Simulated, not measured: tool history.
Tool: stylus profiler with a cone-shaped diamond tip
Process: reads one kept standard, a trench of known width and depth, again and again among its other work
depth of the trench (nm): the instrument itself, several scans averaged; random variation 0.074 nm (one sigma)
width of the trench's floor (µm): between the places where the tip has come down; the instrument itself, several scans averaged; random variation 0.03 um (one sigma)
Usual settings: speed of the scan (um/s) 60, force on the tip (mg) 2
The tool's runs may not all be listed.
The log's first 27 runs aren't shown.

run	hour	speed of the scan (um/s)	force on the tip (mg)	scans with this tip	hours of work since the height scale was calibrated	depth of the trench (nm)	width of the trench's floor (µm)
28	485.9	102	0.91	5814	398	201.68	96.55
29	510.9	102	0.91	5983	410	201.62	96.59
30	523.1	102	0.91	6065	416	201.41	96.54
31	540.6	91	3.45	6183	424	203.87	96.85
32	564.9	91	3.45	6347	435	203.82	96.92
33	588.1	123	5.59	6503	446	205.19	96.81
34	602.1	141	0.67	6598	452	201.36	96.16
35	623.3	199	2.07	6741	462	202.81	96.36
36	638.6	42	1.04	6844	469	201.64	96.92
37	660.6	60	1.46	6992	479	202.17	96.87
38	680.5	60	1.46	7126	488	202.04	96.89
39	694.9	64	2	7224	495	202.66	96.89
40	713.7	82	3.43	7351	504	203.94	96.93
41	735.4	82	3.43	7497	514	203.88	96.93
42	761.2	21	0.89	7671	526	201.47	97.06
43	777.7	55	2.19	7782	533	203.01	96.94
44	803.4	74	1.72	7956	545	202.48	96.86
45	818.5	20	4.56	8058	552	204.67	97.16
46	843.3	50	1.89	8225	564	202.61	96.94
47	869.7	50	1.89	8404	576	202.57	97.02

3 ways to go on from here, each from the tool as it stands after run 47. What would each give?
A	881.6	17	3.45	8484	581	?	?
B	881.6	53	2.1	8484	581	?	?
C	881.6	197	1.25	8484	581	?	?

run	depth of the trench (nm)	width of the trench's floor (µm)
A	203.83	97.16
B	202.76	96.97
C	201.82	96.17
Without the tool's hidden state the same runs would have given:
run	depth of the trench (nm)	width of the trench's floor (µm)
A	203.84	97.18
B	202.77	96.99
C	201.83	96.19

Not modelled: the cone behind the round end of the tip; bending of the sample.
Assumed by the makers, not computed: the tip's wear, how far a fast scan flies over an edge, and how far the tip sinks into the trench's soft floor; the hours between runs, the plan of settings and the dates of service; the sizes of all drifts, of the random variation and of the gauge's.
